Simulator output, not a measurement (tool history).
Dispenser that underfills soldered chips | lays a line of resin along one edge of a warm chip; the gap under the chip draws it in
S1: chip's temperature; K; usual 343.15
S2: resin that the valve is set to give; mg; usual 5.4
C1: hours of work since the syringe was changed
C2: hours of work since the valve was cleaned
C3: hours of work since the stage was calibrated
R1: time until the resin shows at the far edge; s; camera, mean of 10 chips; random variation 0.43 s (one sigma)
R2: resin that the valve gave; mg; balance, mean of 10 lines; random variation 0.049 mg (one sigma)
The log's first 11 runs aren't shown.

| run | hour | S1 | S2 | C1 | C2 | C3 | R1 | R2 |
|---|---|---|---|---|---|---|---|---|
|  | 71.2 | new syringe of resin |
| 12 | 72.6 | 343.15 | 6.01 | 1 | 40 | 176 | 33.3 | 5.86 |
| 13 | 79.8 | 332.15 | 6.01 | 6 | 45 | 181 | 75.7 | 5.81 |
|  | 84 | new syringe of resin |
| 14 | 87.8 | 332.15 | 6.01 | 3 | 50 | 186 | 58.8 | 5.8 |
| 15 | 92.8 | 343.15 | 6.91 | 6 | 54 | 189 | 44.7 | 6.62 |
|  | 96.5 | new syringe of resin |
| 16 | 96.5 | 343.15 | 5.4 | 0 | 56 | 192 | 30.9 | 5.15 |
| 17 | 100.8 | 343.15 | 5.4 | 3 | 59 | 195 | 37.8 | 5.13 |
| 18 | 108.2 | 334.15 | 5.4 | 8 | 64 | 199 | 78.3 | 5.19 |
|  | 109.6 | new syringe of resin |
| 19 | 115.9 | 334.15 | 6 | 4 | 69 | 204 | 60.9 | 5.75 |
|  | 122.6 | new syringe of resin |
| 20 | 123.8 | 334.15 | 6.08 | 1 | 74 | 209 | 50.1 | 5.8 |
| 21 | 131.9 | 329.15 | 6.08 | 6 | 79 | 215 | 89.2 | 5.57 |
|  | 135.7 | new syringe of resin |
| 22 | 137.6 | 329.15 | 6.08 | 1 | 83 | 218 | 65.6 | 5.58 |
| 23 | 142.7 | 353.15 | 5.74 | 5 | 86 | 222 | 28.1 | 5.36 |
| 24 | 147.8 | 353.15 | 5.74 | 8 | 90 | 225 | 34.7 | 5.4 |
|  | 148.9 | new syringe of resin |
| 25 | 153.5 | 347.15 | 6.01 | 3 | 93 | 229 | 32.9 | 5.62 |
| 26 | 157.1 | 344.15 | 5.07 | 5 | 96 | 231 | 45.9 | 4.67 |

Forecast run 27:
|  | 161.6 | new syringe of resin |
| 27 | 161.6 | 334.15 | 5.48 | 0 | 98 | 234 | ? | ? |

{"run 27": {"R1": 46.7, "R2": 5.07}}
Without the tool's hidden state the same run would have given R1 44.5 s, R2 5.47 mg.
